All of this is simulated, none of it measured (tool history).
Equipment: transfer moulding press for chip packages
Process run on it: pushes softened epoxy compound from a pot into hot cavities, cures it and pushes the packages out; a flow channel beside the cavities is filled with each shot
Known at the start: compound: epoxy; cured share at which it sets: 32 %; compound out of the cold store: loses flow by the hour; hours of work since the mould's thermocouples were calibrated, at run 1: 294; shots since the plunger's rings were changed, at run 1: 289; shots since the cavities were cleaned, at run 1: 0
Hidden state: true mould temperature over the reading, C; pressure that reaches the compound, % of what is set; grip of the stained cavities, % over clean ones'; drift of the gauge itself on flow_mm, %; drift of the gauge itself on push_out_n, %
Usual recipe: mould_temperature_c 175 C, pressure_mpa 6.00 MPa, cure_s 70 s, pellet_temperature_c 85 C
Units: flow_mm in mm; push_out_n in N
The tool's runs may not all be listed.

| run | hour | mould_temperature_c | pressure_mpa | cure_s | pellet_temperature_c | hours of work since the mould's thermocouples were calibrated | shots since the plunger's rings were changed | shots since the cavities were cleaned | incoming compound's hours out of the cold store | flow_mm | push_out_n |
|---|---|---|---|---|---|---|---|---|---|---|---|
| 1 | 0.0 | 175 | 6.00 | 70 | 85 | 294 | 289 | 0 | 9.1 | 570 | 459 |
| 2 | 31.2 | 175 | 6.00 | 70 | 85 | 313 | 717 | 428 | 22.8 | 542 | 764 |
|  | 50.0 | cavities cleaned with cleaning compound and waxed |
| 3 | 66.3 | 175 | 6.00 | 70 | 85 | 334 | 1179 | 224 | 9.7 | 567 | 677 |
|  | 98.5 | cavities cleaned with cleaning compound and waxed |
| 4 | 98.7 | 175 | 6.00 | 69 | 85 | 352 | 1602 | 1 | 13.8 | 558 | 450 |
| 5 | 118.3 | 175 | 6.00 | 69 | 83 | 364 | 1871 | 270 | 15.1 | 552 | 693 |
|  | 146.8 | cavities cleaned with cleaning compound and waxed |
| 6 | 146.9 | 175 | 6.00 | 70 | 85 | 380 | 2243 | 0 | 10.9 | 560 | 442 |
| 7 | 172.7 | 172 | 6.00 | 70 | 85 | 396 | 2598 | 355 | 41.8 | 502 | 802 |
| 8 | 190.6 | 172 | 6.00 | 70 | 85 | 407 | 2843 | 600 | 38.9 | 505 | 974 |
|  | 195.1 | cavities cleaned with cleaning compound and waxed |
|  | 226.2 | plunger's sealing rings changed |
| 9 | 227.6 | 172 | 6.00 | 70 | 83 | 427 | 20 | 412 | 11.8 | 577 | 896 |
|  | 246.9 | cavities cleaned with cleaning compound and waxed |
|  | 256.1 | mould's thermocouples calibrated |
| 10 | 258.9 | 172 | 6.00 | 70 | 83 | 2 | 401 | 137 | 16.9 | 562 | 693 |
| 11 | 286.4 | 172 | 5.72 | 70 | 83 | 18 | 779 | 515 | 42.7 | 496 | 928 |
|  | 297.0 | cavities cleaned with cleaning compound and waxed |
| 12 | 304.6 | 175 | 6.00 | 70 | 85 | 28 | 1008 | 104 | 42.5 | 501 | 542 |
| 13 | 326.5 | 178 | 6.00 | 70 | 78 | 42 | 1308 | 404 | 19.1 | 540 | 730 |
|  | 346.7 | cavities cleaned with cleaning compound and waxed |
| 14 | 348.3 | 169 | 6.08 | 82 | 85 | 54 | 1587 | 22 | 29.0 | 542 | 484 |
| 15 | 365.4 | 170 | 6.08 | 82 | 83 | 64 | 1823 | 258 | 47.1 | 500 | 665 |
| 16 | 386.9 | 170 | 5.00 | 87 | 83 | 77 | 2117 | 552 | 47.7 | 454 | 793 |
|  | 394.9 | cavities cleaned with cleaning compound and waxed |
| 17 | 406.1 | 170 | 5.00 | 87 | 83 | 88 | 2360 | 154 | 46.1 | 457 | 560 |
| 18 | 421.5 | 168 | 6.00 | 87 | 85 | 97 | 2571 | 365 | 20.3 | 554 | 785 |
|  | 443.6 | cavities cleaned with cleaning compound and waxed |
| 19 | 452.6 | 175 | 6.33 | 70 | 85 | 115 | 2977 | 122 | 30.2 | 530 | 588 |
|  | 475.8 | plunger's sealing rings changed |
| 20 | 479.0 | 175 | 6.00 | 70 | 88 | 130 | 43 | 450 | 21.8 | 544 | 824 |
|  | 495.4 | cavities cleaned with cleaning compound and waxed |
| 21 | 500.1 | 176 | 5.64 | 70 | 92 | 142 | 313 | 64 | 46.3 | 477 | 468 |
| 22 | 518.3 | 173 | 5.03 | 94 | 91 | 153 | 563 | 314 | 25.5 | 493 | 616 |
| 23 | 536.3 | 171 | 5.03 | 59 | 91 | 163 | 810 | 561 | 47.0 | 456 | 1330 |
|  | 543.8 | cavities cleaned with cleaning compound and waxed |
| 24 | 554.3 | 175 | 6.00 | 94 | 85 | 173 | 1036 | 143 | 38.0 | 509 | 500 |

Forecast each of these 3 alternatives for the next run:
| A | 573.3 | 183 | 6.00 | 56 | 85 | 185 | 1297 | 404 | 31.0 | ? | ? |
| B | 573.3 | 175 | 6.17 | 70 | 85 | 185 | 1297 | 404 | 10.5 | ? | ? |
| C | 573.3 | 181 | 6.00 | 94 | 85 | 185 | 1297 | 404 | 28.0 | ? | ? |

| run | flow_mm | push_out_n |
|---|---|---|
| A | 504 | 803 |
| B | 572 | 784 |
| C | 516 | 642 |
Had the tool no hidden state, the same runs would have come out as:
| run | flow_mm | push_out_n |
|---|---|---|
| A | 510 | 450 |
| B | 578 | 440 |
| C | 522 | 363 |
